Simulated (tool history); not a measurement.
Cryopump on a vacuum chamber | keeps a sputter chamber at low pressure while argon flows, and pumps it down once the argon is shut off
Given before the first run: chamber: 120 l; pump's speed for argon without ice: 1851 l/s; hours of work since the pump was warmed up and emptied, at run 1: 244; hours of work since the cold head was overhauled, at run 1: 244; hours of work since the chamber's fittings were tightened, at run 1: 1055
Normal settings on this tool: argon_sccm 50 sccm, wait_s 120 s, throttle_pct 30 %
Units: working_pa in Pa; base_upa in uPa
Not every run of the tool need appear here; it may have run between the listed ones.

run	day	argon_sccm	wait_s	throttle_pct	hours of work since the pump was warmed up and emptied	hours of work since the cold head was overhauled	hours of work since the chamber's fittings were tightened	working_pa	base_upa
1	0.000	50	120	30	244	244	1055	0.1550	1.18
2	1.054	50	120	30	262	262	1073	0.1573	1.16
3	2.558	50	120	42	287	287	1098	0.1137	1.18
4	3.779	50	120	42	308	308	1119	0.1143	1.24
5	5.608	50	120	39	339	339	1150	0.1231	1.23
6	6.500	50	120	39	354	354	1165	0.1233	1.21
7	8.496	50	50	30	388	388	1199	0.1583	2.14
8	9.796	50	50	30	410	410	1221	0.1586	2.12
9	11.254	50	120	30	435	435	1246	0.1597	1.26
10	12.521	50	120	30	456	456	1267	0.1595	1.32
11	13.796	50	290	30	478	478	1289	0.1599	0.93
12	14.938	50	290	30	497	497	1308	0.1612	0.92
13	16.396	50	120	30	522	522	1333	0.1614	1.33
14	17.625	50	120	30	543	543	1354	0.1614	1.36
15	19.646	50	120	22	577	577	1388	0.2167	1.39
16	21.225	22	120	30	604	604	1415	0.0719	1.36
17	22.229	22	120	30	621	621	1432	0.0718	1.44
18	23.996	22	120	30	651	651	1462	0.0727	1.45
19	26.025	40	284	30	685	685	1496	0.1315	1.07
20	27.712	37	154	15	714	714	1525	0.2338	1.36
21	28.804	91	28	46	733	733	1544	0.2033	3.67
22	30.304	46	162	17	758	758	1569	0.2628	1.34
23	31.512	91	160	59	779	779	1590	0.1636	1.32
24	32.721	50	120	19	799	799	1610	0.2548	1.51
25	34.000	50	120	19	821	821	1632	0.2556	1.51
26	35.829	41	34	59	852	852	1663	0.0756	3.15
27	37.512	41	34	59	880	880	1691	0.0765	3.18
28	38.688	50	261	30	900	900	1711	0.1696	1.31
29	39.942	23	261	24	921	921	1733	0.0951	1.29
30	41.612	82	254	36	950	950	1761	0.2346	1.32
31	43.033	82	254	36	974	974	1785	0.2360	1.40
32	45.004	82	254	31	1007	1007	1818	0.2728	1.36
# day 45.708: pump warmed up, emptied and cooled again
33	47.217	64	120	38	26	1041	1852	0.1548	1.45

Entry by entry between the runs, the difference in hidden state between the last listed run before and the first listed run after:
After run 32, before run 33: pump warmed up, emptied and cooled again (day 45.708)
  pump's speed, % of a pump's without ice: 72 -> 98.9; cold plate's temperature, K: 12.87 -> 12.9; leak into the chamber, uPa l/s: 1410 -> 1429
  measured minus no-state result, working_pa: +0.0310 -> +0.0018 Pa; base_upa: +0.93 -> +0.63 uPa
